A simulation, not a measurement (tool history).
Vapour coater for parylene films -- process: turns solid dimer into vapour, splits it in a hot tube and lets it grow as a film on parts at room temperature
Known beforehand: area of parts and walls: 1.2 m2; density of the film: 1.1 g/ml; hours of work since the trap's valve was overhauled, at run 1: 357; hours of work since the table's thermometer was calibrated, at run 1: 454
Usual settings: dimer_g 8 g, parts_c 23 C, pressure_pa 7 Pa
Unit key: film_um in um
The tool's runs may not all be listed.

run	hour	dimer_g	parts_c	pressure_pa	hours of work since the trap's valve was overhauled	hours of work since the table's thermometer was calibrated	film_um
1	0	8	23	7	357	454	2.85
2	25.3	8	20	7	374	471	3.11
3	50.5	8	20	7	390	488	3.09
# hour 68.1: trap's valve overhauled
4	85.1	8	23	7	11	509	3.11
5	108.2	4	23	7	27	524	1.54
6	131.2	4	23	7	42	540	1.55
7	154.9	4	23	7	58	555	1.51
8	183	5	23	7	77	574	1.91
9	196.2	5	23	7	86	583	1.94
10	221.4	5	27	7	103	600	1.66
11	243.3	5	27	7	117	615	1.63
12	269.1	8	26	7	135	632	2.71
13	287.2	10	23	9.19	147	644	3.72
14	318.9	10	23	3.46	168	665	3.87
15	346.8	10	35	10.61	187	684	2.45
16	360.2	6	15	9.32	196	693	2.86
17	377.5	6	15	9.19	207	705	2.87
18	390.9	6	15	9.19	216	714	2.89
19	409	6	15	9.19	228	726	2.86

What would each run have given without the hidden state, its run-to-run variation left as it was?
The hidden state here: vapour lost through the trap's worn valve, %; true temperature of the parts over the reading, C; drift of the gauge itself on film_um, %.
run	film_um
1	3.08
2	3.38
3	3.37
4	3.08
5	1.53
6	1.54
7	1.51
8	1.92
9	1.95
10	1.67
11	1.65
12	2.75
13	3.79
14	3.96
15	2.52
16	2.95
17	2.97
18	2.99
19	2.97

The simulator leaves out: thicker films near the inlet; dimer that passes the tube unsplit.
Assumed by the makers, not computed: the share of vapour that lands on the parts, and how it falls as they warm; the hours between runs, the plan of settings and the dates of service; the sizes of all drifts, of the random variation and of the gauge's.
